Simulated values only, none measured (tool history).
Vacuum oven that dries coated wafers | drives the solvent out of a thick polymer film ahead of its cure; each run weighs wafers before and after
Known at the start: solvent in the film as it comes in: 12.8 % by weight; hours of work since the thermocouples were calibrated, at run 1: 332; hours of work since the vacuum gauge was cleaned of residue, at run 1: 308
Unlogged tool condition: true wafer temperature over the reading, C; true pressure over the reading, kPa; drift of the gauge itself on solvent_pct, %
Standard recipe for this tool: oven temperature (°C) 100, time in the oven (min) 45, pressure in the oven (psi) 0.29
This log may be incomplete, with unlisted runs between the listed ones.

run   hour  oven temperature (°C)  time in the oven (min)  pressure in the oven (psi)  hours of work since the thermocouples were calibrated  hours of work since the vacuum gauge was cleaned of residue  solvent left in the film (%)
  1      0                    100                      45                        0.29                                                    332                                                          308                          1.57
  2   11.5                    100                      45                        0.29                                                    337                                                          313                          1.56
  3   28.1                    100                      45                       0.245                                                    344                                                          320                          1.48
  4   45.5                    100                      80                        0.29                                                    351                                                          327                          0.83
  5   62.2                    100                      80                       0.643                                                    358                                                          334                          1.61
  6   83.1                    100                      80                       0.643                                                    367                                                          343                          1.62
  7   95.2                    100                      80                       0.643                                                    372                                                          348                          1.64
  8  115.4                    100                      45                        0.29                                                    381                                                          357                          1.57
  9  135.5                    100                      45                        0.29                                                    389                                                          365                          1.56
 10  150.7                     88                      45                        0.29                                                    396                                                          372                          3.62
 11  171.1                    100                      45                        0.29                                                    404                                                          380                          1.56
 12    191                    100                      45                        0.29                                                    413                                                          389                          1.57
 13  201.9                    100                      45                       0.161                                                    417                                                          393                          1.29
 14  213.2                    100                      45                       0.161                                                    422                                                          398                          1.29
 15  228.8                    100                      45                        0.29                                                    429                                                          405                          1.56
 16  246.4                    100                      45                        0.29                                                    436                                                          412                          1.57
 17  265.9                    100                      45                        0.29                                                    444                                                          421                          1.56
 18    281                    100                      45                        0.29                                                    451                                                          427                          1.56
 19  298.9                    100                      45                       0.302                                                    458                                                          435                          1.59
 20  313.5                    100                      45                       0.302                                                    464                                                          441                          1.59
 21  333.2                     95                      45                        0.29                                                    473                                                          449                          2.28
 22  347.8                     95                      45                        0.29                                                    479                                                          455                          2.28
 23  361.2                    100                      45                       0.315                                                    485                                                          461                           1.6
 24  373.4                    100                      45                       0.315                                                    490                                                          466                          1.62
 25  391.4                    100                      45                       0.315                                                    498                                                          474                          1.61
 26  404.9                     87                      48                       0.225                                                    503                                                          479                          3.41
 27  414.2                     86                      80                       0.647                                                    507                                                          483                           3.5
 28  427.5                     86                      80                       0.647                                                    513                                                          489                          3.51
 29  447.4                     86                      80                       0.647                                                    521                                                          497                          3.51
 30  457.3                     86                      53                       0.158                                                    525                                                          502                          3.07
 31  469.9                     86                      53                       0.158                                                    531                                                          507                          3.07
 32  487.2                     90                      32                       0.989                                                    538                                                          514                          5.93
 33  506.5                     85                      64                       1.027                                                    546                                                          523                          5.45
 34  515.3                    102                      25                       0.988                                                    550                                                          526                          4.01
 35  527.6                    102                      25                       0.988                                                    555                                                          531                          4.03
 36  548.4                    102                      25                       0.988                                                    564                                                          540                          4.02
 37  559.6                    100                      45                       0.454                                                    569                                                          545                          1.89
 38  578.6                    100                      47                       0.454                                                    577                                                          553                          1.81
 39  587.8                    106                      30                       0.267                                                    581                                                          557                          1.64
 40  603.8                    109                      64                       0.194                                                    587                                                          564                          0.42
 41  624.8                    113                      64                       0.985                                                    596                                                          573                          1.46
 42  643.9                    104                      37                       0.825                                                    604                                                          581                          2.42
 43  657.3                     99                      45                       0.413                                                    610                                                          586                          1.94
 44  676.6                    105                      45                       0.413                                                    618                                                          595                          1.25
 45  693.2                    105                      48                        0.29                                                    625                                                          602                          0.94
     696.8  -- oven's thermocouples calibrated
 46  705.1                    105                      48                        0.29                                                      4                                                          606                          1.07

Consider 5 possible next runs. They are alternatives, not a sequence: every one starts from the tool as it was left by run 46. What does each give?
  A  723.4                    100                      32                        0.29                                                     11                                                          614                             ?
  B  723.4                     91                      45                        0.29                                                     11                                                          614                             ?
  C  723.4                    115                      37                        0.29                                                     11                                                          614                             ?
  D  723.4                    101                      24                       0.284                                                     11                                                          614                             ?
  E  723.4                    105                      80                        0.29                                                     11                                                          614                             ?

run  solvent left in the film (%)
  A                          2.66
  B                          3.28
  C                          0.67
  D                          3.43
  E                          0.72
With no hidden state in the tool, these same runs would have given:
run  solvent left in the film (%)
  A                          2.63
  B                          3.22
  C                          0.63
  D                          3.41
  E                          0.64

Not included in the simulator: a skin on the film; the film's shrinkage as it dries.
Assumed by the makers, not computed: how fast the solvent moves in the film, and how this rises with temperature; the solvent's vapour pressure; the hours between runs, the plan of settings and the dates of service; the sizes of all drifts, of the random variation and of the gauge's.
